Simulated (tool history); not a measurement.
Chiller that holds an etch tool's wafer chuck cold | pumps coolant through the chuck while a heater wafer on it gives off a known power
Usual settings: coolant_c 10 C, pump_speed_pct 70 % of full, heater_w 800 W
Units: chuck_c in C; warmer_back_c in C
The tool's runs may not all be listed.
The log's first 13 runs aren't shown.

| run | hour | coolant_c | pump_speed_pct | heater_w | chuck_c | warmer_back_c |
|---|---|---|---|---|---|---|
| 14 | 1819.2 | 16 | 70 | 800 | 26.5 | 4.17 |
| 15 | 1928.1 | 16 | 70 | 800 | 26.4 | 4.19 |
|  | 2011 | coolant changed, channels flushed |
| 16 | 2020.4 | 16 | 70 | 800 | 25 | 4.15 |
| 17 | 2144.8 | 16 | 70 | 831 | 25.2 | 4.33 |
| 18 | 2291.4 | 18 | 75 | 514 | 23.7 | 2.47 |
| 19 | 2402 | 18 | 75 | 514 | 23.7 | 2.48 |
| 20 | 2573 | 3 | 75 | 702 | 10.7 | 3.4 |
| 21 | 2714.8 | 3 | 75 | 702 | 10.8 | 3.36 |
| 22 | 2841.3 | 3 | 75 | 702 | 10.6 | 3.39 |
| 23 | 3002.6 | 3 | 75 | 702 | 10.8 | 3.46 |
| 24 | 3156.5 | 3 | 75 | 702 | 11 | 3.45 |
|  | 3182.9 | chiller's thermometer calibrated |
| 25 | 3292 | 3 | 75 | 702 | 10.7 | 3.42 |
| 26 | 3390.1 | 10 | 99 | 1100 | 19.3 | 4.01 |

Run 27 comes next. What will it give?
| 27 | 3578.2 | 4 | 64 | 800 | ? | ? |

Run 27 gave chuck_c 14.3 C, warmer_back_c 4.72 C.
Without the tool's hidden state the same run would have given chuck_c 13.1 C, warmer_back_c 4.39 C.
